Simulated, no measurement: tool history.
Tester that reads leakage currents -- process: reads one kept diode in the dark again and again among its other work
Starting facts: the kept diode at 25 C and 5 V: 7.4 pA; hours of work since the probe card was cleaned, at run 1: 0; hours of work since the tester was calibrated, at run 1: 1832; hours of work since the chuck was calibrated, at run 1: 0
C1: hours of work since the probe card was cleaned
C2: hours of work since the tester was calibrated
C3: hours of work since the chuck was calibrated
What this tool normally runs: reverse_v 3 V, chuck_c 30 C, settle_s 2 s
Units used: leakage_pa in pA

{"run": 1, "hour": 0.0, "reverse_v": 3, "chuck_c": 30, "settle_s": 2, "C1": 0, "C2": 1832, "C3": 0, "leakage_pa": 9.33}
{"run": 2, "hour": 128.7, "reverse_v": 3, "chuck_c": 30, "settle_s": 2, "C1": 82, "C2": 1914, "C3": 82, "leakage_pa": 9.48}
{"run": 3, "hour": 259.6, "reverse_v": 3, "chuck_c": 30, "settle_s": 2, "C1": 165, "C2": 1997, "C3": 165, "leakage_pa": 9.61}
{"run": 4, "hour": 352.2, "reverse_v": 5.52, "chuck_c": 30, "settle_s": 2, "C1": 223, "C2": 2056, "C3": 223, "leakage_pa": 13.95}
{"run": 5, "hour": 521.5, "reverse_v": 5.52, "chuck_c": 30, "settle_s": 2, "C1": 331, "C2": 2163, "C3": 331, "leakage_pa": 14.48}
{"run": 6, "hour": 670.3, "reverse_v": 3, "chuck_c": 30, "settle_s": 4.77, "C1": 425, "C2": 2257, "C3": 425, "leakage_pa": 10.15}
{"run": 7, "hour": 762.3, "reverse_v": 3, "chuck_c": 30, "settle_s": 2.19, "C1": 483, "C2": 2316, "C3": 483, "leakage_pa": 10.26}
{"run": 8, "hour": 893.7, "reverse_v": 3, "chuck_c": 21, "settle_s": 2, "C1": 567, "C2": 2399, "C3": 567, "leakage_pa": 5.77}
{"run": 9, "hour": 1033.9, "reverse_v": 3, "chuck_c": 21, "settle_s": 0.35, "C1": 656, "C2": 2488, "C3": 656, "leakage_pa": 7.09}
{"run": 10, "hour": 1148.6, "reverse_v": 3, "chuck_c": 21, "settle_s": 0.35, "C1": 728, "C2": 2561, "C3": 728, "leakage_pa": 7.25}
{"run": 11, "hour": 1329.1, "reverse_v": 2.44, "chuck_c": 21, "settle_s": 0.35, "C1": 843, "C2": 2675, "C3": 843, "leakage_pa": 6.43}
{"run": 12, "hour": 1425.8, "reverse_v": 3, "chuck_c": 30, "settle_s": 0.39, "C1": 904, "C2": 2736, "C3": 904, "leakage_pa": 12.14}
{"run": 13, "hour": 1499.9, "reverse_v": 3, "chuck_c": 30, "settle_s": 2, "C1": 951, "C2": 2783, "C3": 951, "leakage_pa": 11.29}
{"hour": 1514.7, "done": "tester calibrated"}
{"run": 14, "hour": 1629.2, "reverse_v": 3, "chuck_c": 30, "settle_s": 0.36, "C1": 1032, "C2": 73, "C3": 1032, "leakage_pa": 12.66}
{"run": 15, "hour": 1764.7, "reverse_v": 3, "chuck_c": 30, "settle_s": 0.36, "C1": 1118, "C2": 159, "C3": 1118, "leakage_pa": 12.72}
{"hour": 1778.9, "done": "chuck's temperature calibrated"}
{"run": 16, "hour": 1913.0, "reverse_v": 3, "chuck_c": 30, "settle_s": 2, "C1": 1210, "C2": 251, "C3": 85, "leakage_pa": 13.47}
{"hour": 2034.2, "done": "tester calibrated, once more"}
{"run": 17, "hour": 2064.5, "reverse_v": 3, "chuck_c": 30, "settle_s": 2, "C1": 1305, "C2": 19, "C3": 180, "leakage_pa": 13.46}
{"run": 18, "hour": 2161.1, "reverse_v": 3, "chuck_c": 27, "settle_s": 2, "C1": 1366, "C2": 80, "C3": 241, "leakage_pa": 11.5}
{"run": 19, "hour": 2254.7, "reverse_v": 3, "chuck_c": 27, "settle_s": 2, "C1": 1426, "C2": 140, "C3": 300, "leakage_pa": 11.61}
{"run": 20, "hour": 2331.1, "reverse_v": 3, "chuck_c": 27, "settle_s": 2, "C1": 1474, "C2": 188, "C3": 349, "leakage_pa": 11.74}
{"run": 21, "hour": 2414.3, "reverse_v": 3, "chuck_c": 58, "settle_s": 7.86, "C1": 1527, "C2": 241, "C3": 402, "leakage_pa": 93.15}
{"run": 22, "hour": 2546.0, "reverse_v": 1.86, "chuck_c": 22, "settle_s": 0.48, "C1": 1611, "C2": 325, "C3": 485, "leakage_pa": 6.93}
{"run": 23, "hour": 2665.5, "reverse_v": 1.86, "chuck_c": 35, "settle_s": 0.48, "C1": 1686, "C2": 400, "C3": 561, "leakage_pa": 13.92}
{"run": 24, "hour": 2820.0, "reverse_v": 8.75, "chuck_c": 36, "settle_s": 2, "C1": 1784, "C2": 498, "C3": 659, "leakage_pa": 42.75}
{"run": 25, "hour": 2940.0, "reverse_v": 11.79, "chuck_c": 27, "settle_s": 2.2, "C1": 1860, "C2": 574, "C3": 735, "leakage_pa": 38.49}
{"run": 26, "hour": 3025.1, "reverse_v": 12.9, "chuck_c": 21, "settle_s": 2.2, "C1": 1914, "C2": 628, "C3": 789, "leakage_pa": 36.86}
{"run": 27, "hour": 3150.9, "reverse_v": 4.02, "chuck_c": 38, "settle_s": 9.21, "C1": 1994, "C2": 708, "C3": 869, "leakage_pa": 27.77}
{"run": 28, "hour": 3244.1, "reverse_v": 3.22, "chuck_c": 38, "settle_s": 9.21, "C1": 2053, "C2": 767, "C3": 928, "leakage_pa": 23.79}
{"run": 29, "hour": 3387.1, "reverse_v": 3, "chuck_c": 29, "settle_s": 0.6, "C1": 2144, "C2": 858, "C3": 1018, "leakage_pa": 14.95}
{"run": 30, "hour": 3510.6, "reverse_v": 3, "chuck_c": 29, "settle_s": 0.6, "C1": 2222, "C2": 936, "C3": 1097, "leakage_pa": 15.24}
{"hour": 3565.3, "done": "chuck's temperature calibrated"}
{"run": 31, "hour": 3645.1, "reverse_v": 3, "chuck_c": 29, "settle_s": 0.6, "C1": 2306, "C2": 1020, "C3": 51, "leakage_pa": 16.81}
{"run": 32, "hour": 3759.4, "reverse_v": 3, "chuck_c": 30, "settle_s": 2.04, "C1": 2379, "C2": 1093, "C3": 123, "leakage_pa": 17.32}
{"hour": 3812.3, "done": "probe card cleaned and baked"}
{"run": 33, "hour": 3846.0, "reverse_v": 4.44, "chuck_c": 30, "settle_s": 0.31, "C1": 21, "C2": 1146, "C3": 176, "leakage_pa": 12.78}
{"run": 34, "hour": 3946.0, "reverse_v": 4.44, "chuck_c": 30, "settle_s": 6.79, "C1": 85, "C2": 1209, "C3": 240, "leakage_pa": 11.11}
{"run": 35, "hour": 4092.4, "reverse_v": 15.86, "chuck_c": 30, "settle_s": 6.79, "C1": 178, "C2": 1302, "C3": 332, "leakage_pa": 24.27}
{"run": 36, "hour": 4271.3, "reverse_v": 15.86, "chuck_c": 30, "settle_s": 6.79, "C1": 291, "C2": 1415, "C3": 446, "leakage_pa": 26.02}
{"run": 37, "hour": 4386.2, "reverse_v": 1.17, "chuck_c": 40, "settle_s": 2, "C1": 364, "C2": 1488, "C3": 519, "leakage_pa": 12.47}

Run 38, settings as shown, results not yet in. Your forecast:
{"run": 38, "hour": 4474.5, "reverse_v": 7.11, "chuck_c": 40, "settle_s": 2, "C1": 420, "C2": 1544, "C3": 575, "leakage_pa": "?"}

leakage_pa: 35.26 pA
Were there no unlogged condition in the tool, this run, its random variation unchanged, would have produced leakage_pa 35.15 pA.
